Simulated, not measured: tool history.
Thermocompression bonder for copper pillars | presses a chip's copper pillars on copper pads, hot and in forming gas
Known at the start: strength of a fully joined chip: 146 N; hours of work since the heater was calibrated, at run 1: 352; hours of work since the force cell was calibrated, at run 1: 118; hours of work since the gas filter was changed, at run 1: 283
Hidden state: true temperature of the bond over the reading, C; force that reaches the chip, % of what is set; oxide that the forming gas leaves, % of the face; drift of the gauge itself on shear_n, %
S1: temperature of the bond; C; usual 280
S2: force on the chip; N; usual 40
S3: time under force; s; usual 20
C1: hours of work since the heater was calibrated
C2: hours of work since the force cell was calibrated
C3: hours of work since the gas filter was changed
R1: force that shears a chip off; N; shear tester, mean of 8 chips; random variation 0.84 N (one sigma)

| run | hour | S1 | S2 | S3 | C1 | C2 | C3 | R1 |
|---|---|---|---|---|---|---|---|---|
| 1 | 0.0 | 280 | 40 | 20 | 352 | 118 | 283 | 60.6 |
| 2 | 13.9 | 280 | 40 | 20 | 358 | 125 | 290 | 59.9 |
| 3 | 32.4 | 280 | 40 | 20 | 366 | 133 | 298 | 59.2 |
| 4 | 43.1 | 280 | 40 | 20 | 371 | 138 | 303 | 60.4 |
| 5 | 61.4 | 280 | 40 | 20 | 379 | 146 | 311 | 58.8 |
| 6 | 76.7 | 280 | 40 | 20 | 386 | 152 | 317 | 58.9 |
| 7 | 92.6 | 302 | 40 | 20 | 393 | 159 | 324 | 78.7 |
| 8 | 101.4 | 302 | 40 | 20 | 397 | 163 | 328 | 76.7 |
| 9 | 116.3 | 302 | 40 | 20 | 403 | 170 | 335 | 78.3 |
| 10 | 127.5 | 302 | 40 | 20 | 408 | 175 | 340 | 77.1 |
| 11 | 145.2 | 302 | 40 | 20 | 416 | 183 | 348 | 74.8 |
| 12 | 155.7 | 302 | 40 | 20 | 421 | 187 | 352 | 76.4 |
| 13 | 163.8 | 280 | 40 | 20 | 424 | 191 | 356 | 59.6 |
| 14 | 178.7 | 280 | 40 | 20 | 431 | 198 | 363 | 59.1 |
| 15 | 197.9 | 280 | 40 | 20 | 440 | 206 | 371 | 58.0 |
| 16 | 215.6 | 280 | 40 | 20 | 447 | 214 | 379 | 58.1 |
| 17 | 232.9 | 280 | 40 | 20 | 455 | 222 | 387 | 59.2 |
| 18 | 241.8 | 268 | 40 | 20 | 459 | 226 | 391 | 49.0 |
| 19 | 257.2 | 268 | 40 | 20 | 466 | 233 | 398 | 50.3 |
|  | 272.2 | forming gas filter changed |
| 20 | 275.7 | 280 | 28 | 20 | 474 | 240 | 2 | 52.4 |
| 21 | 286.6 | 292 | 40 | 20 | 479 | 245 | 6 | 76.7 |
| 22 | 301.3 | 270 | 27 | 52 | 485 | 252 | 13 | 64.3 |
| 23 | 316.1 | 299 | 29 | 20 | 492 | 258 | 19 | 68.9 |
| 24 | 334.6 | 299 | 29 | 20 | 500 | 267 | 28 | 69.7 |
| 25 | 352.1 | 257 | 28 | 12 | 508 | 274 | 35 | 28.6 |
| 26 | 367.5 | 309 | 40 | 17 | 515 | 281 | 42 | 84.1 |
| 27 | 381.0 | 309 | 31 | 17 | 521 | 287 | 48 | 74.1 |
| 28 | 391.0 | 251 | 59 | 14 | 525 | 292 | 53 | 43.0 |
| 29 | 406.8 | 251 | 59 | 14 | 532 | 299 | 60 | 44.6 |
| 30 | 414.7 | 283 | 34 | 14 | 535 | 302 | 63 | 52.7 |
| 31 | 423.7 | 277 | 31 | 43 | 539 | 306 | 67 | 70.5 |
| 32 | 442.4 | 252 | 30 | 12 | 548 | 314 | 75 | 27.6 |
| 33 | 462.0 | 287 | 25 | 11 | 556 | 323 | 84 | 40.5 |
| 34 | 475.0 | 287 | 25 | 11 | 562 | 329 | 90 | 40.6 |
| 35 | 483.0 | 276 | 40 | 20 | 566 | 332 | 93 | 58.7 |
| 36 | 497.7 | 276 | 31 | 20 | 572 | 339 | 100 | 50.9 |
| 37 | 509.8 | 295 | 58 | 18 | 578 | 344 | 105 | 85.8 |
| 38 | 521.0 | 280 | 42 | 58 | 583 | 349 | 110 | 92.0 |
| 39 | 534.4 | 280 | 42 | 58 | 589 | 355 | 116 | 89.4 |

Some steps in R1 between neighbouring runs. How much of each would the tool show without its hidden state too (settings, what came in, random variation), and how much is left for the hidden state, with any gauge scatter that isn't in both results?
Run 19 -> 20: S1 268 -> 280, S2 40 -> 28, forming gas filter changed. R1 +2.1 N: hidden state +5.7, all else -3.6.
Run 24 -> 25: S1 299 -> 257, S2 29 -> 28, S3 20 -> 12. R1 -41.1 N: hidden state +1.4, all else -42.5.
Run 25 -> 26: S1 257 -> 309, S2 28 -> 40, S3 12 -> 17. R1 +55.5 N: hidden state -2.1, all else +57.6.
Run 31 -> 32: S1 277 -> 252, S2 31 -> 30, S3 43 -> 12. R1 -42.9 N: hidden state +2.3, all else -45.2.
